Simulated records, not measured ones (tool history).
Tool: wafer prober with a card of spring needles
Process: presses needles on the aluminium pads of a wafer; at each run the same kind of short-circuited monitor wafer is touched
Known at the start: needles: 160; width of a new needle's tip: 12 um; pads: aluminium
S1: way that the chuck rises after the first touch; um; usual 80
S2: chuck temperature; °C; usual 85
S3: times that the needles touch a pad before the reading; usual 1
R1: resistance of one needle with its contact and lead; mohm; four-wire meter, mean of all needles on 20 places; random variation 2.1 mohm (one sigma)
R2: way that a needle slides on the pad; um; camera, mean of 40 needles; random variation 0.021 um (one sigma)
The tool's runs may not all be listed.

run 1 hour=0 | S1=80 S2=85 S3=1 | R1=257 R2=18.04
-- hour=1.1 tips cleaned on abrasive film
-- hour=18.5 tips cleaned on abrasive film
run 2 hour=20.3 | S1=80 S2=85 S3=1 | R1=254 R2=18.07
run 3 hour=29.2 | S1=80 S2=85 S3=1 | R1=258 R2=18.04
-- hour=35.9 tips cleaned on abrasive film
run 4 hour=41.3 | S1=80 S2=85 S3=2 | R1=258 R2=18.02
run 5 hour=51.3 | S1=80 S2=85 S3=2 | R1=261 R2=18.07
-- hour=54.3 tips cleaned on abrasive film
run 6 hour=69.3 | S1=80 S2=85 S3=2 | R1=261 R2=18.07
-- hour=72 tips cleaned on abrasive film
run 7 hour=85.9 | S1=80 S2=85 S3=2 | R1=262 R2=18.03
-- hour=88.9 tips cleaned on abrasive film
run 8 hour=104.3 | S1=80 S2=85 S3=1 | R1=261 R2=18.11
-- hour=106.6 tips cleaned on abrasive film
run 9 hour=115 | S1=80 S2=85 S3=1 | R1=261 R2=18.06
-- hour=123.9 tips cleaned on abrasive film
run 10 hour=123.9 | S1=80 S2=81 S3=1 | R1=257 R2=18.07
run 11 hour=132.2 | S1=80 S2=85 S3=1 | R1=259 R2=18.1
-- hour=141.3 tips cleaned on abrasive film
run 12 hour=149.1 | S1=80 S2=85 S3=1 | R1=261 R2=18.08
-- hour=158.3 tips cleaned on abrasive film
run 13 hour=158.3 | S1=80 S2=85 S3=1 | R1=254 R2=18.08
run 14 hour=171.4 | S1=80 S2=85 S3=1 | R1=262 R2=18.13
-- hour=175.5 tips cleaned on abrasive film
run 15 hour=184.2 | S1=80 S2=85 S3=1 | R1=258 R2=18.11
-- hour=192.5 tips cleaned on abrasive film
run 16 hour=197.3 | S1=80 S2=85 S3=1 | R1=262 R2=18.09
-- hour=210.1 tips cleaned on abrasive film
run 17 hour=211 | S1=80 S2=85 S3=2 | R1=263 R2=18.07
-- hour=227.6 tips cleaned on abrasive film
run 18 hour=227.6 | S1=80 S2=85 S3=2 | R1=261 R2=18.09
-- hour=245.7 tips cleaned on abrasive film
run 19 hour=246.2 | S1=80 S2=85 S3=2 | R1=259 R2=18.1
run 20 hour=256.5 | S1=80 S2=26 S3=1 | R1=245 R2=18.12
-- hour=263.8 tips cleaned on abrasive film
run 21 hour=267.3 | S1=77 S2=58 S3=1 | R1=253 R2=17.38
run 22 hour=276.2 | S1=77 S2=58 S3=1 | R1=254 R2=17.42
-- hour=281.5 tips cleaned on abrasive film
run 23 hour=292.3 | S1=77 S2=58 S3=1 | R1=251 R2=17.45
-- hour=299.3 tips cleaned on abrasive film
run 24 hour=302.8 | S1=77 S2=33 S3=1 | R1=243 R2=17.44
-- hour=316.6 tips cleaned on abrasive film
run 25 hour=316.6 | S1=77 S2=33 S3=1 | R1=246 R2=17.44
-- hour=333.8 tips cleaned on abrasive film
run 26 hour=337.4 | S1=67 S2=70 S3=2 | R1=257 R2=15.2
-- hour=339.1 height of the first contact set anew
run 27 hour=350.5 | S1=88 S2=85 S3=2 | R1=255 R2=19.95
-- hour=351.5 tips cleaned on abrasive film
run 28 hour=365.6 | S1=98 S2=85 S3=1 | R1=258 R2=22.22
-- hour=369.7 tips cleaned on abrasive film
run 29 hour=378.8 | S1=72 S2=105 S3=1 | R1=262 R2=16.36
-- hour=386.8 tips cleaned on abrasive film
run 30 hour=387.5 | S1=72 S2=105 S3=1 | R1=263 R2=16.32
run 31 hour=403.2 | S1=72 S2=105 S3=1 | R1=265 R2=16.3
-- hour=404.1 tips cleaned on abrasive film
run 32 hour=418.7 | S1=83 S2=65 S3=1 | R1=254 R2=18.82
-- hour=421.6 tips cleaned on abrasive film
run 33 hour=431.2 | S1=61 S2=85 S3=1 | R1=262 R2=13.84

Hidden state or all else? Some run-to-run changes of R2, split into what the settings, what came in and random variation would give without the hidden state, and what is left for the hidden state (with any gauge scatter that isn't in both results):
The hidden state here: debris on the tips, nm; way that the needles fall short of the set height, um; tips' diameter, um; drift of the gauge itself on contact_mohm, %; drift of the gauge itself on scrub_um, %.
Run 26 -> 27: S1 67 -> 88, S2 70 -> 85, height of the first contact set anew. R2 +4.75 um: hidden state +0.04, all else +4.71.
Run 28 -> 29: S1 98 -> 72, S2 85 -> 105, tips cleaned on abrasive film. R2 -5.86 um: hidden state -0.04, all else -5.82.
Run 32 -> 33: S1 83 -> 61, S2 65 -> 85, tips cleaned on abrasive film. R2 -4.98 um: hidden state -0.03, all else -4.95.
